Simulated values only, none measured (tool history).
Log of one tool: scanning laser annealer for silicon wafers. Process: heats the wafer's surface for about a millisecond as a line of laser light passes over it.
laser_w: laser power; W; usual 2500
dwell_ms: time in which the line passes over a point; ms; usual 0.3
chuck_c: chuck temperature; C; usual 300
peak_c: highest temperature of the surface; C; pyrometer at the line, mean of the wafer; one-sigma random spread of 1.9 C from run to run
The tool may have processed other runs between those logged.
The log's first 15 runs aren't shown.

run,hour,laser_w,dwell_ms,chuck_c,hours of work since the window was cleaned,hours of work since the power meter was calibrated,hours of work since the optics were aligned,peak_c
16,214.1,2500,0.234,300,229,375,1254,1019
17,228.6,2500,0.234,300,239,386,1264,1018
18,246.9,2500,0.234,300,253,400,1278,1018
19,257,2500,0.234,300,260,407,1285,1019
20,271.6,2500,0.234,300,271,418,1296,1012
21,287.7,2296,0.288,269,283,430,1308,996
22,301.8,2500,0.288,300,293,440,1318,1085
23,321.3,2538,0.365,300,308,454,1332,1193
24,335.8,2538,0.365,260,318,465,1343,1154
25,348.1,2538,0.365,316,327,474,1352,1209
26,362.4,2538,0.365,316,338,484,1363,1207
# hour 373.6: optics aligned, line set to its width
27,377.3,2538,0.365,316,345,492,3,1212
# hour 385.7: window over the wafer cleaned
28,395.7,2400,0.365,286,7,504,15,1173
29,406.4,2500,0.348,287,15,512,23,1186
30,419.4,2500,0.231,287,25,521,32,1025
31,432.5,2500,0.284,335,34,531,42,1150
32,444,2500,0.284,335,43,539,50,1147
33,454.4,2500,0.284,335,51,547,58,1149
34,472.1,2443,0.321,290,64,560,71,1131
35,486.9,2443,0.324,290,74,571,82,1132
36,498.8,2552,0.315,327,83,580,91,1192
37,508.3,2552,0.315,327,90,587,98,1192
38,521.3,2457,0.311,285,100,596,107,1115
39,536.2,2379,0.256,322,111,607,118,1053
40,555.5,2342,0.297,287,125,621,132,1060

Consider 4 possible next runs. They are alternatives, not a sequence: every one starts from the tool as it was left by run 40. What does each give?
A,567.2,2710,0.295,288,133,630,141,?
B,567.2,2447,0.22,301,133,630,141,?
C,567.2,2544,0.306,300,133,630,141,?
D,567.2,2527,0.297,287,133,630,141,?

run,peak_c
A,1176
B,1000
C,1147
D,1118
The same runs, with their run-to-run variation unchanged, on a tool lacking any hidden condition would have given:
run,peak_c
A,1195
B,1015
C,1166
D,1135
